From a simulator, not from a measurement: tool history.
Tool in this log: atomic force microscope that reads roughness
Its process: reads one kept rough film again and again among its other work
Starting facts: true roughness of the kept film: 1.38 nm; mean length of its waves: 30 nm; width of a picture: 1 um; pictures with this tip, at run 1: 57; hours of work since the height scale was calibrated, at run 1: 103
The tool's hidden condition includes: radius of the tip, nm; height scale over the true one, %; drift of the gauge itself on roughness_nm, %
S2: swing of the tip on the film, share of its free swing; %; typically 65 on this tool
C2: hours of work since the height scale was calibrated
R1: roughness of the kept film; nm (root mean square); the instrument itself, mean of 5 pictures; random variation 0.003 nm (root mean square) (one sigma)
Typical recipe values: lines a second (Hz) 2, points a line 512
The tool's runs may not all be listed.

{"run": 1, "hour": 0.0, "lines a second (Hz)": 2, "S2": 65, "points a line": 512, "pictures with this tip": 57, "C2": 103, "R1": 1.229}
{"run": 2, "hour": 39.5, "lines a second (Hz)": 2, "S2": 65, "points a line": 512, "pictures with this tip": 111, "C2": 128, "R1": 1.218}
{"run": 3, "hour": 81.1, "lines a second (Hz)": 2, "S2": 65, "points a line": 512, "pictures with this tip": 168, "C2": 155, "R1": 1.206}
{"run": 4, "hour": 114.8, "lines a second (Hz)": 2, "S2": 74, "points a line": 512, "pictures with this tip": 214, "C2": 176, "R1": 1.141}
{"run": 5, "hour": 140.5, "lines a second (Hz)": 2, "S2": 74, "points a line": 373, "pictures with this tip": 249, "C2": 193, "R1": 1.132}
{"hour": 166.4, "done": "new tip fitted"}
{"run": 6, "hour": 173.9, "lines a second (Hz)": 2, "S2": 74, "points a line": 373, "pictures with this tip": 10, "C2": 214, "R1": 1.171}
{"run": 7, "hour": 195.0, "lines a second (Hz)": 2, "S2": 65, "points a line": 512, "pictures with this tip": 39, "C2": 228, "R1": 1.232}
{"run": 8, "hour": 220.1, "lines a second (Hz)": 2, "S2": 65, "points a line": 512, "pictures with this tip": 74, "C2": 244, "R1": 1.223}
{"run": 9, "hour": 247.7, "lines a second (Hz)": 2, "S2": 65, "points a line": 512, "pictures with this tip": 111, "C2": 262, "R1": 1.212}
{"hour": 251.0, "done": "height scale calibrated on a step standard"}
{"run": 10, "hour": 294.5, "lines a second (Hz)": 2, "S2": 65, "points a line": 512, "pictures with this tip": 174, "C2": 28, "R1": 1.206}
{"run": 11, "hour": 335.2, "lines a second (Hz)": 2, "S2": 65, "points a line": 512, "pictures with this tip": 230, "C2": 54, "R1": 1.192}
{"run": 12, "hour": 357.4, "lines a second (Hz)": 2.18, "S2": 67, "points a line": 350, "pictures with this tip": 260, "C2": 68, "R1": 1.163}
{"hour": 366.7, "done": "height scale calibrated on a step standard, once more"}
{"hour": 374.8, "done": "new tip fitted"}
{"run": 13, "hour": 390.4, "lines a second (Hz)": 2, "S2": 65, "points a line": 653, "pictures with this tip": 21, "C2": 15, "R1": 1.231}
{"run": 14, "hour": 436.6, "lines a second (Hz)": 2.22, "S2": 65, "points a line": 296, "pictures with this tip": 84, "C2": 45, "R1": 1.197}
{"run": 15, "hour": 477.2, "lines a second (Hz)": 2.22, "S2": 65, "points a line": 296, "pictures with this tip": 140, "C2": 71, "R1": 1.191}
{"run": 16, "hour": 511.8, "lines a second (Hz)": 1.75, "S2": 77, "points a line": 296, "pictures with this tip": 187, "C2": 93, "R1": 1.127}
{"run": 17, "hour": 538.2, "lines a second (Hz)": 1.81, "S2": 57, "points a line": 600, "pictures with this tip": 223, "C2": 110, "R1": 1.231}
{"hour": 582.3, "done": "new tip fitted"}
{"run": 18, "hour": 582.3, "lines a second (Hz)": 1.81, "S2": 57, "points a line": 600, "pictures with this tip": 0, "C2": 138, "R1": 1.279}
{"run": 19, "hour": 630.8, "lines a second (Hz)": 2.98, "S2": 80, "points a line": 594, "pictures with this tip": 67, "C2": 169, "R1": 1.045}
{"run": 20, "hour": 651.8, "lines a second (Hz)": 0.62, "S2": 65, "points a line": 581, "pictures with this tip": 95, "C2": 183, "R1": 1.284}
{"run": 21, "hour": 700.0, "lines a second (Hz)": 3.18, "S2": 65, "points a line": 721, "pictures with this tip": 161, "C2": 214, "R1": 1.158}

Measured minus without-hidden-state, run by run (identical run-to-run variation in each term; gauge scatter may differ):
run=1 R1=-0.009
run=2 R1=-0.02
run=3 R1=-0.031
run=4 R1=-0.039
run=5 R1=-0.045
run=6 R1=-0.003
run=7 R1=-0.008
run=8 R1=-0.015
run=9 R1=-0.022
run=10 R1=-0.034
run=11 R1=-0.045
run=12 R1=-0.049
run=13 R1=-0.009
run=14 R1=-0.021
run=15 R1=-0.032
run=16 R1=-0.039
run=17 R1=-0.051
run=18 R1=+0
run=19 R1=-0.011
run=20 R1=-0.019
run=21 R1=-0.029
